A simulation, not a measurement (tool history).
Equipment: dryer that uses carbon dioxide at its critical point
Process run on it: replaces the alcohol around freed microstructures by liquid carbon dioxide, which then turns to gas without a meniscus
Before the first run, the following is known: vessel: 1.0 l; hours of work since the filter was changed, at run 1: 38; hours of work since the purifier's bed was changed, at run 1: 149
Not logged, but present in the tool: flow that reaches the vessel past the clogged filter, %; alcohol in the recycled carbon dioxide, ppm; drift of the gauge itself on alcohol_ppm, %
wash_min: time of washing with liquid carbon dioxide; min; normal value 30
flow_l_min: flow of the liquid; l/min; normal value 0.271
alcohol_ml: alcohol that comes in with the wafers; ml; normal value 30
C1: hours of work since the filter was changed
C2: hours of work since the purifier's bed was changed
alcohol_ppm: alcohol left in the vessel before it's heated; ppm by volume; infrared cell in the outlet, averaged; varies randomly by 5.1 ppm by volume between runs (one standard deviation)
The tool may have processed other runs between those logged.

Run 1, hour 0: usual settings; C1 38; C2 149. Result: alcohol_ppm 91 ppm by volume.
Run 2, hour 14.5: usual settings; C1 44; C2 155. Result: alcohol_ppm 85 ppm by volume.
Run 3, hour 24.6: usual settings; C1 49; C2 160. Result: alcohol_ppm 91 ppm by volume.
Run 4, hour 35.3: usual settings; C1 54; C2 165. Result: alcohol_ppm 97 ppm by volume.
Run 5, hour 46.1: usual settings; C1 58; C2 169. Result: alcohol_ppm 101 ppm by volume.
Run 6, hour 56.2: usual settings but alcohol_ml 38 ml; C1 63; C2 174. Result: alcohol_ppm 119 ppm by volume.
Run 7, hour 65.2: usual settings but alcohol_ml 38 ml; C1 67; C2 178. Result: alcohol_ppm 112 ppm by volume.
Run 8, hour 75.2: usual settings but alcohol_ml 38 ml; C1 71; C2 182. Result: alcohol_ppm 115 ppm by volume.
Run 9, hour 86.8: usual settings but alcohol_ml 38 ml; C1 77; C2 188. Result: alcohol_ppm 125 ppm by volume.
Run 10, hour 101.5: usual settings but wash_min 31 min, flow_l_min 0.26 l/min; C1 83; C2 194. Result: alcohol_ppm 123 ppm by volume.
Run 11, hour 115.9: usual settings but wash_min 31 min, flow_l_min 0.26 l/min, alcohol_ml 54 ml; C1 89; C2 200. Result: alcohol_ppm 179 ppm by volume.
Run 12, hour 126.8: usual settings but wash_min 31 min, flow_l_min 0.26 l/min, alcohol_ml 54 ml; C1 94; C2 205. Result: alcohol_ppm 187 ppm by volume.
Run 13, hour 139.8: usual settings but wash_min 47 min, flow_l_min 0.3 l/min, alcohol_ml 44 ml; C1 100; C2 211. Result: alcohol_ppm 44 ppm by volume.
Run 14, hour 152.3: usual settings but wash_min 47 min, flow_l_min 0.169 l/min, alcohol_ml 115 ml; C1 106; C2 217. Result: alcohol_ppm 394 ppm by volume.
Run 15, hour 159.1: usual settings but wash_min 40 min, flow_l_min 0.233 l/min; C1 109; C2 220. Result: alcohol_ppm 86 ppm by volume.
Run 16, hour 166.2: usual settings but wash_min 20 min, flow_l_min 0.432 l/min, alcohol_ml 28 ml; C1 112; C2 223. Result: alcohol_ppm 98 ppm by volume.
Run 17, hour 180.7: usual settings but wash_min 37 min, flow_l_min 0.443 l/min, alcohol_ml 21 ml; C1 118; C2 229. Result: alcohol_ppm 52 ppm by volume.

Forecast each of these 5 alternatives for the next run:
Run A, hour 190.4: usual settings but flow_l_min 0.22 l/min, alcohol_ml 85 ml; C1 123; C2 234. Result: alcohol_ppm ?.
Run B, hour 190.4: usual settings but wash_min 27 min, flow_l_min 0.443 l/min, alcohol_ml 72 ml; C1 123; C2 234. Result: alcohol_ppm ?.
Run C, hour 190.4: usual settings but wash_min 48 min, flow_l_min 0.413 l/min, alcohol_ml 93 ml; C1 123; C2 234. Result: alcohol_ppm ?.
Run D, hour 190.4: usual settings but wash_min 39 min, flow_l_min 0.2 l/min, alcohol_ml 33 ml; C1 123; C2 234. Result: alcohol_ppm ?.
Run E, hour 190.4: usual settings but wash_min 45 min, flow_l_min 0.443 l/min, alcohol_ml 35 ml; C1 123; C2 234. Result: alcohol_ppm ?.

run  alcohol_ppm
  A          747
  B           67
  C           49
  D          158
  E           47
Take away the tool's hidden state, keep each run's random variation, and the runs would have read:
run  alcohol_ppm
  A          445
  B           15
  C            5
  D           65
  E            2
